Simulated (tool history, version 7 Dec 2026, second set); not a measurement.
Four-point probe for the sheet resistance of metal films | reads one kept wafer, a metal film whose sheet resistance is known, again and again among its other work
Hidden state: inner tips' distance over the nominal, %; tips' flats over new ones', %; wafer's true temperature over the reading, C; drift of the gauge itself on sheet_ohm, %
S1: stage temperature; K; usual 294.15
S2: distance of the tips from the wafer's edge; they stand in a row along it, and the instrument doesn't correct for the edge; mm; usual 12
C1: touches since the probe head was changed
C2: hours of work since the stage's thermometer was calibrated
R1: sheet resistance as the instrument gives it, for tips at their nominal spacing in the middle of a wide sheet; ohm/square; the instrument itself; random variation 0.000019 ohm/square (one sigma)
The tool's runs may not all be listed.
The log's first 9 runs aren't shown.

run    hour      S1  S2      C1    C2        R1
 10   586.5  294.15  12   73247  1359  0.096878
 11   660.4  294.15  12   75451  1415  0.096852
 12   740.5  294.15  28   77838  1475  0.096551
 13   796.6  294.15  28   79514  1518  0.096525
      856.3  -- stage's thermometer calibrated
 14   856.3  294.15  28   81278     0  0.096351
 15   934.4  294.15   8   83607    59  0.097111
 16   996.7  294.15   8   85466   106  0.097133
 17  1089.2  294.15   8   88225   176  0.097106
 18  1128.3  294.15   8   89390   206  0.097080
 19  1213.9  294.15  12   91945   271  0.096607
 20  1283.0  294.15   4   94006   323  0.099376
 21  1322.5  293.15   5   95182   353  0.098274
 22  1404.3  295.15   3   97623   415  0.101627
 23  1473.0  294.15  27   99672   467  0.096274
 24  1523.7  293.15  19  101185   505  0.096328
 25  1611.1  293.15  19  103792   571  0.096305
 26  1672.9  302.15  33  105635   618  0.096354
     1706.1  -- new probe head fitted
 27  1737.4  302.15  33     932   666  0.097176
 28  1825.2  301.15  19    3552   733  0.097236

Forecast run 29:
 29  1897.7  292.15  13  5712  787   ?

Run 29 gave R1 0.097201 ohm/square.
Without the tool's hidden state the same run would have given R1 0.096907 ohm/square.
